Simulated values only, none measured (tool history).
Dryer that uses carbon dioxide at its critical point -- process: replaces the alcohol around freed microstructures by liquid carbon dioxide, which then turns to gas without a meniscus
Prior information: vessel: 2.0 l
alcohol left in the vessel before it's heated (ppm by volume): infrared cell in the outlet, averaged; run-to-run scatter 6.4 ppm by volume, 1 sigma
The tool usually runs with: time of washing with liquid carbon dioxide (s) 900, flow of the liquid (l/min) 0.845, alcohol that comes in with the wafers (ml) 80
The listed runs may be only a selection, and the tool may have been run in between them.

run,hour,time of washing with liquid carbon dioxide (s),flow of the liquid (l/min),alcohol that comes in with the wafers (ml),alcohol left in the vessel before it's heated (ppm by volume)
1,0,900,0.845,80,369
2,9.6,900,0.845,80,360
3,26.9,900,0.845,36,167
4,41.4,900,0.845,36,175
5,54.5,900,0.845,36,178
6,68.2,960,0.878,36,106
7,84.6,600,0.956,38,543
8,102.4,1020,0.702,79,489
9,115.3,1020,0.702,79,475
10,130,900,0.845,89,425

What would each run have given without the hidden state, its run-to-run variation left as it was?
The hidden state here: flow that reaches the vessel past the clogged filter, %; alcohol in the recycled carbon dioxide, ppm; drift of the gauge itself on alcohol_ppm, %.
run,alcohol left in the vessel before it's heated (ppm by volume)
1,279
2,269
3,122
4,128
5,129
6,71
7,427
8,363
9,349
10,305
